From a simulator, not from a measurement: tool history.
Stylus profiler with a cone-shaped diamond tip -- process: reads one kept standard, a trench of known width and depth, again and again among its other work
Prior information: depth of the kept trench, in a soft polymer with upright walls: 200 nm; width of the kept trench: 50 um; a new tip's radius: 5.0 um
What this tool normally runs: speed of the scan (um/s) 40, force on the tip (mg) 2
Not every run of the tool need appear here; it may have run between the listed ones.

run	hour	speed of the scan (um/s)	force on the tip (mg)	depth of the trench (angstrom)	width of the trench's floor (nm)
1	0	40	2	2023.9	46280
2	30.1	40	2	2023.2	46320
3	62.3	40	2	2023.5	46320
4	109	40	2	2024.2	46230
5	150.7	40	2	2022.8	46210
6	185	40	2	2023.1	46230
7	224.7	40	2	2023.5	46180
8	270.9	40	0.95	2012.6	46080
9	311.8	24	2	2023.4	46240
10	352	24	2	2022.9	46150
11	400.5	30	2	2022.5	46160
12	427.4	30	1.91	2021.7	46160
13	449.1	30	1.91	2020.8	46180
14	474.2	32	2	2023.2	46080
15	510.7	32	2	2022.7	46030
16	539.3	40	1.29	2014.4	46000
17	584.8	40	2	2021.7	45990
18	607.8	40	2	2022.2	45940
19	653	40	2	2022.4	45930
20	690.6	40	2	2021.2	45950
21	738.4	148	2	2021.6	45550
# hour 768.3: height scale calibrated on a step standard
22	776	148	2	2027.2	45460
23	821.1	40	4.37	2045.8	45890
24	844.6	40	4.37	2045	45910
25	876.7	40	4.37	2045.9	45840
26	916.9	83	1.51	2022.5	45580
27	954.2	17	1.16	2018.4	45900
28	987	30	1.38	2020.8	45780
29	1009.9	30	1.38	2019.9	45750
30	1047.6	30	1.38	2020.7	45740
31	1083	98	1.95	2025.4	45500
32	1112.9	74	3.93	2040.9	45660
33	1142.1	40	5.56	2052.6	45750
34	1188.7	66	2.07	2026.6	45570
35	1217.2	37	3.19	2035.6	45630
36	1253.5	50	1.78	2023.4	45600
37	1299.9	50	1.78	2023.5	45490
38	1344.4	50	1.78	2023.9	45520
39	1376	29	2.39	2028.5	45640
40	1419.9	132	1.43	2019.4	45050
41	1441.6	24	1.66	2022	45560
42	1483.7	24	1.66	2022.4	45600
43	1531	35	1.89	2024.3	45500
44	1571.4	35	1.89	2023.7	45500
45	1595.1	40	2.23	2026.6	45400
46	1621.6	40	2.23	2026.5	45470
47	1669.8	40	2.23	2026.1	45450

Here are 3 independent what-if runs from the current tool condition. What would each one return?
A	1690.2	100	4.02	?	?
B	1690.2	83	0.67	?	?
C	1690.2	61	4.86	?	?

run	depth of the trench (angstrom)	width of the trench's floor (nm)
A	2040.3	45360
B	2010.1	44980
C	2046.5	45480
Without the tool's unlogged condition, the same runs would have read:
run	depth of the trench (angstrom)	width of the trench's floor (nm)
A	2042.5	46980
B	2012.3	46590
C	2048.7	47100
